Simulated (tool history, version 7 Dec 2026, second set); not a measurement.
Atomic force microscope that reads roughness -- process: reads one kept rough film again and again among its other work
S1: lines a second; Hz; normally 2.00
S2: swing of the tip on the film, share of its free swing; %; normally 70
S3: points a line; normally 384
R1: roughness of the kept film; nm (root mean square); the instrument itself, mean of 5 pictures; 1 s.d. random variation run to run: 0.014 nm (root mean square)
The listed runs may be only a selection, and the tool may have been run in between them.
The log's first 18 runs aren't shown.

{"run": 19, "hour": 675.0, "S1": 2.78, "S2": 83, "S3": 482, "R1": 2.293}
{"run": 20, "hour": 697.5, "S1": 2.78, "S2": 73, "S3": 737, "R1": 2.347}
{"hour": 749.1, "done": "new tip fitted"}
{"run": 21, "hour": 750.7, "S1": 2.78, "S2": 84, "S3": 575, "R1": 2.778}
{"run": 22, "hour": 778.2, "S1": 1.33, "S2": 70, "S3": 512, "R1": 3.11}
{"run": 23, "hour": 829.9, "S1": 1.33, "S2": 70, "S3": 512, "R1": 2.587}
{"hour": 874.7, "done": "new tip fitted"}
{"run": 24, "hour": 875.6, "S1": 2.0, "S2": 70, "S3": 903, "R1": 3.385}
{"run": 25, "hour": 914.5, "S1": 2.0, "S2": 70, "S3": 903, "R1": 2.881}
{"run": 26, "hour": 963.1, "S1": 0.58, "S2": 70, "S3": 903, "R1": 2.668}
{"hour": 1000.9, "done": "new tip fitted"}
{"run": 27, "hour": 1011.6, "S1": 3.79, "S2": 67, "S3": 987, "R1": 3.112}
{"run": 28, "hour": 1061.7, "S1": 3.79, "S2": 67, "S3": 987, "R1": 2.569}
{"run": 29, "hour": 1088.6, "S1": 1.3, "S2": 71, "S3": 463, "R1": 2.547}
{"hour": 1126.5, "done": "new tip fitted"}
{"run": 30, "hour": 1135.9, "S1": 2.0, "S2": 86, "S3": 350, "R1": 2.798}
{"run": 31, "hour": 1167.2, "S1": 0.92, "S2": 56, "S3": 712, "R1": 3.14}
{"run": 32, "hour": 1209.9, "S1": 0.76, "S2": 56, "S3": 709, "R1": 2.748}
{"run": 33, "hour": 1247.7, "S1": 3.81, "S2": 71, "S3": 408, "R1": 1.975}
{"hour": 1252.5, "done": "new tip fitted"}
{"run": 34, "hour": 1291.5, "S1": 3.81, "S2": 71, "S3": 408, "R1": 2.607}
{"run": 35, "hour": 1337.8, "S1": 1.75, "S2": 74, "S3": 832, "R1": 2.463}

Below are 5 alternative next runs, each starting from the tool's condition after run 35. Predict each:
{"run": "A", "hour": 1370.5, "S1": 0.9, "S2": 78, "S3": 458, "R1": "?"}
{"run": "B", "hour": 1370.5, "S1": 1.4, "S2": 72, "S3": 832, "R1": "?"}
{"run": "C", "hour": 1370.5, "S1": 2.22, "S2": 70, "S3": 975, "R1": "?"}
{"run": "D", "hour": 1370.5, "S1": 0.52, "S2": 77, "S3": 474, "R1": "?"}
{"run": "E", "hour": 1370.5, "S1": 2.3, "S2": 77, "S3": 499, "R1": "?"}

run=A R1=2.334
run=B R1=2.323
run=C R1=2.225
run=D R1=2.409
run=E R1=2.104
What these runs would have given with no unlogged condition in the tool:
run=A R1=3.495
run=B R1=3.476
run=C R1=3.332
run=D R1=3.605
run=E R1=3.150
